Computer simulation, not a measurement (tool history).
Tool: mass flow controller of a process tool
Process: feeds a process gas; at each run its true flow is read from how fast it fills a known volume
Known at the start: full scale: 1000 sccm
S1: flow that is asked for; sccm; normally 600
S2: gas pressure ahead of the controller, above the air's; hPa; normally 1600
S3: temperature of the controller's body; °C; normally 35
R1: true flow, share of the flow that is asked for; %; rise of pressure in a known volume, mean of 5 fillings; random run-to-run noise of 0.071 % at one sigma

run    hour   S1    S2  S3     R1
  1     0.0  600  1600  35  99.53
  2   198.1  600  1600  35  99.55
  3   387.3  600  1600  35  99.47
  4   626.8  600  1600  35  99.51
  5   800.0  600  1600  35  99.53
  6   947.9  600  1600  28  99.71
  7  1065.1  600  1600  28  99.80
  8  1287.4  600  1600  25  99.75
  9  1401.5  600  1600  35  99.61
 10  1615.1  600  2090  35  99.29
 11  1743.1  600  1600  35  99.45
 12  1932.3  149  1480  35  99.16
 13  2157.1  288  2490  29  98.97
 14  2318.2  301  1690  22  99.44
 15  2488.9  792  2410  20  99.77
 16  2709.7  792  2410  20  99.78
 17  2881.0  389  1900  22  99.44
 18  3031.4  389  1900  22  99.44
 19  3256.8  240  2200  26  99.11
 20  3506.0  240  2200  26  99.15
 21  3674.6  385  1640  23  99.68

Each row is a separate what-if for the run after 21, all from the same tool condition, not one after another. Results?
  A  3913.8  165  1600  23   ?
  B  3913.8  150  1640  21   ?
  C  3913.8  600  2630  35   ?
  D  3913.8  549  1670  35   ?

run     R1
  A  99.43
  B  99.43
  C  99.08
  D  99.48
Had the tool no hidden state, the same runs would have come out as:
run     R1
  A  99.41
  B  99.40
  C  99.06
  D  99.47
